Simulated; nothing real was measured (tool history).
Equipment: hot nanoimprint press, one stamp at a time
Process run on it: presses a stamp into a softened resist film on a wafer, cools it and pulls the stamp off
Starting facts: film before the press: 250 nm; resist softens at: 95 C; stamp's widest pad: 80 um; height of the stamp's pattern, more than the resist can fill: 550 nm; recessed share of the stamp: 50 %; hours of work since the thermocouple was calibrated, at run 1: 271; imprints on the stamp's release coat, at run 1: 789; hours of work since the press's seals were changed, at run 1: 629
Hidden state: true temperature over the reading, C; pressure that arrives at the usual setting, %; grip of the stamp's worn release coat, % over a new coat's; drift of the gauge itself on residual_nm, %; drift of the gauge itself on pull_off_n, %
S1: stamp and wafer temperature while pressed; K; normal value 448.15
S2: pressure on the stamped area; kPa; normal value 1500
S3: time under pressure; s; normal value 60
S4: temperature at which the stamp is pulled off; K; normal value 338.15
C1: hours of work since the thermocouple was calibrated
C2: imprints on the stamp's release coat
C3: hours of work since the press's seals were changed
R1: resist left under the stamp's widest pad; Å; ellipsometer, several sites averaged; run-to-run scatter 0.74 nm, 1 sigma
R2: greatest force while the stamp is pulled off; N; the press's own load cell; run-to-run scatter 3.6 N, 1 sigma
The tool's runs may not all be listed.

Run 1, hour 0: usual settings; C1 271; C2 789; C3 629. Result: R1 1318 Å, R2 212 N.
Run 2, hour 49.7: usual settings; C1 298; C2 972; C3 657. Result: R1 1327 Å, R2 228 N.
At hour 90.5: plate thermocouple calibrated.
Run 3, hour 102.4: usual settings; C1 7; C2 1154; C3 684. Result: R1 1290 Å, R2 240 N.
Run 4, hour 136: usual settings; C1 25; C2 1277; C3 703. Result: R1 1297 Å, R2 247 N.
Run 5, hour 164: usual settings; C1 41; C2 1380; C3 719. Result: R1 1284 Å, R2 254 N.
Run 6, hour 193: usual settings; C1 57; C2 1486; C3 735. Result: R1 1287 Å, R2 269 N.
Run 7, hour 221.5: usual settings; C1 73; C2 1591; C3 750. Result: R1 1277 Å, R2 274 N.
At hour 245.9: plate thermocouple calibrated, once more.
Run 8, hour 266.3: usual settings; C1 11; C2 1745; C3 774. Result: R1 1385 Å, R2 289 N.
Run 9, hour 295.6: usual settings but S2 1960 kPa; C1 28; C2 1852; C3 790. Result: R1 1234 Å, R2 294 N.
At hour 318.8: stamp cleaned and given a new release coat.
Run 10, hour 336.7: usual settings but S2 1960 kPa; C1 47; C2 66; C3 809. Result: R1 1237 Å, R2 178 N.
Run 11, hour 382.7: usual settings but S1 443.15 K; C1 73; C2 235; C3 835. Result: R1 1574 Å, R2 196 N.
Run 12, hour 425.1: usual settings but S1 443.15 K; C1 96; C2 390; C3 858. Result: R1 1562 Å, R2 197 N.
Run 13, hour 451.2: usual settings but S1 443.15 K; C1 111; C2 486; C3 873. Result: R1 1562 Å, R2 204 N.
Run 14, hour 483.2: usual settings but S1 443.15 K; C1 128; C2 603; C3 891. Result: R1 1571 Å, R2 201 N.
Run 15, hour 518.1: usual settings; C1 148; C2 731; C3 910. Result: R1 1356 Å, R2 217 N.
Run 16, hour 540.5: usual settings; C1 160; C2 814; C3 923. Result: R1 1353 Å, R2 224 N.
Run 17, hour 575.6: usual settings but S2 1120 kPa; C1 180; C2 943; C3 942. Result: R1 1511 Å, R2 230 N.
Run 18, hour 618.8: usual settings but S2 1120 kPa; C1 204; C2 1101; C3 966. Result: R1 1523 Å, R2 245 N.
Run 19, hour 669.2: usual settings but S1 458.15 K; C1 232; C2 1286; C3 994. Result: R1 996 Å, R2 257 N.
Run 20, hour 713.5: usual settings but S4 334.15 K; C1 256; C2 1449; C3 1019. Result: R1 1358 Å, R2 272 N.
Run 21, hour 758.1: usual settings but S1 450.15 K, S3 76 s, S4 335.15 K; C1 281; C2 1613; C3 1043. Result: R1 1162 Å, R2 290 N.

For run 22, what comes out?
Run 22, hour 807.7: usual settings but S1 446.15 K; C1 308; C2 1795; C3 1071. Result: R1 ?, R2 ?.

For run 22 the tool returned R1 1421 Å, R2 283 N.
With the hidden condition absent and the run-to-run variation left alone, this run would have shown R1 1432 Å, R2 168 N.

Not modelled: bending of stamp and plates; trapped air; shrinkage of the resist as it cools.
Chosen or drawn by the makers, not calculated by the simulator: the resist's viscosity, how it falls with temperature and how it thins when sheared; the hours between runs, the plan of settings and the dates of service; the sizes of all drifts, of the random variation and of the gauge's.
